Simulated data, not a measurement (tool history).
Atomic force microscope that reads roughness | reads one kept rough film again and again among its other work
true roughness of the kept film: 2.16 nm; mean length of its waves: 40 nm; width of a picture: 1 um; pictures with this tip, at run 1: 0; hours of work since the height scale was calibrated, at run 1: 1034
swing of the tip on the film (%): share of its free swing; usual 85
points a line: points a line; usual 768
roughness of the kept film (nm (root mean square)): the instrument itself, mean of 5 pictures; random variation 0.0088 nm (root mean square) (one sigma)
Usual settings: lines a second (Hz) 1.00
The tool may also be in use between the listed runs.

run     day  lines a second (Hz)  swing of the tip on the film (%)  points a line  pictures with this tip  hours of work since the height scale was calibrated  roughness of the kept film (nm (root mean square))
  1   0.000                 1.00                                85            768                       0                                                 1034                                               1.939
  2   1.846                 1.00                                85            768                      69                                                 1065                                               1.786
      2.492  -- new tip fitted
  3   4.654                 1.00                                85            768                      81                                                 1113                                               1.748
      5.154  -- new tip fitted
      7.654  -- new tip fitted
  4   7.654                 1.00                                85            768                       0                                                 1163                                               1.934
     10.321  -- new tip fitted
  5  10.404                 1.00                                85            768                       3                                                 1209                                               1.924
  6  12.325                 1.00                                85            768                      75                                                 1242                                               1.754
     12.938  -- new tip fitted
  7  14.333                 1.00                                85            647                      52                                                 1276                                               1.816
     15.554  -- new tip fitted
  8  16.333                 1.00                                84            647                      30                                                 1310                                               1.883
     18.142  -- new tip fitted
  9  18.762                 1.00                                85            599                      23                                                 1351                                               1.880
     20.871  -- new tip fitted
 10  21.029                 1.00                                85            599                       6                                                 1389                                               1.911
     23.338  -- new tip fitted
 11  24.292                 1.00                                85            768                      36                                                 1444                                               1.853
     25.888  -- new tip fitted
 12  25.888                 1.00                                85            639                       0                                                 1471                                               1.935
 13  27.900                 1.00                                85            768                      76                                                 1505                                               1.760
     28.454  -- new tip fitted
 14  30.246                 1.00                                85            768                      67                                                 1545                                               1.789
     30.942  -- new tip fitted
 15  33.204                 1.00                                85            768                      85                                                 1595                                               1.730
     33.454  -- new tip fitted
     35.996  -- new tip fitted
 16  36.379                 1.00                                72            768                      14                                                 1648                                               1.937
     38.729  -- new tip fitted
 17  39.029                 1.00                                72            768                      11                                                 1693                                               1.961
     41.283  -- new tip fitted
 18  42.608                 1.00                                72            450                      50                                                 1753                                               1.848
     43.888  -- new tip fitted
 19  46.104                 0.62                                67            450                      83                                                 1812                                               1.810
     46.429  -- new tip fitted
     48.888  -- new tip fitted
 20  49.425                 3.67                                85            360                      20                                                 1868                                               1.616
 21  51.308                 1.70                                65            337                      91                                                 1900                                               1.747
     51.596  -- new tip fitted
     54.171  -- new tip fitted
 22  54.433                 1.48                                72            768                      10                                                 1953                                               1.931
     56.775  -- new tip fitted
 23  56.917                 1.48                                72            768                       5                                                 1995                                               1.949
 24  58.600                 1.03                                72            275                      69                                                 2023                                               1.793
     59.496  -- new tip fitted
 25  61.517                 1.00                                64            583                      76                                                 2073                                               1.827
     62.121  -- new tip fitted
     64.583  -- new tip fitted
 26  64.583                 1.00                                64            583                       0                                                 2124                                               1.993
 27  66.096                 1.30                                80            420                      57                                                 2150                                               1.775
     67.096  -- new tip fitted
 28  67.621                 1.30                                80            420                      20                                                 2175                                               1.882
     69.846  -- new tip fitted
 29  70.658                 1.16                                85            304                      30                                                 2227                                               1.819
     72.412  -- new tip fitted
 30  72.746                 1.16                                85            304                      12                                                 2262                                               1.847
 31  74.571                 1.16                                85            304                      81                                                 2293                                               1.722
     75.079  -- new tip fitted
     77.554  -- new tip fitted
 32  77.688                 1.53                                85            304                       5                                                 2345                                               1.841
     80.288  -- new tip fitted
 33  80.871                 1.00                                63            259                      22                                                 2399                                               1.950
     82.858  -- new tip fitted
 34  83.042                 3.93                                85            768                       7                                                 2436                                               1.655
     85.433  -- new tip fitted
 35  86.162                 3.93                                85            768                      27                                                 2488                                               1.593

Forecast each of these 5 alternatives for the next run:
     88.038  -- new tip fitted
  A  88.579                 0.84                                85            505                      20                                                 2529                                                   ?
     88.038  -- new tip fitted
  B  88.579                 1.24                                63            350                      20                                                 2529                                                   ?
     88.038  -- new tip fitted
  C  88.579                 1.10                                80            525                      20                                                 2529                                                   ?
     88.038  -- new tip fitted
  D  88.579                 0.86                                84            379                      20                                                 2529                                                   ?
     88.038  -- new tip fitted
  E  88.579                 0.69                                85            307                      20                                                 2529                                                   ?

run  roughness of the kept film (nm (root mean square))
  A                                               1.881
  B                                               1.915
  C                                               1.885
  D                                               1.887
  E                                               1.893
Without the tool's hidden state the same runs would have given:
run  roughness of the kept film (nm (root mean square))
  A                                               1.978
  B                                               2.014
  C                                               1.982
  D                                               1.984
  E                                               1.991

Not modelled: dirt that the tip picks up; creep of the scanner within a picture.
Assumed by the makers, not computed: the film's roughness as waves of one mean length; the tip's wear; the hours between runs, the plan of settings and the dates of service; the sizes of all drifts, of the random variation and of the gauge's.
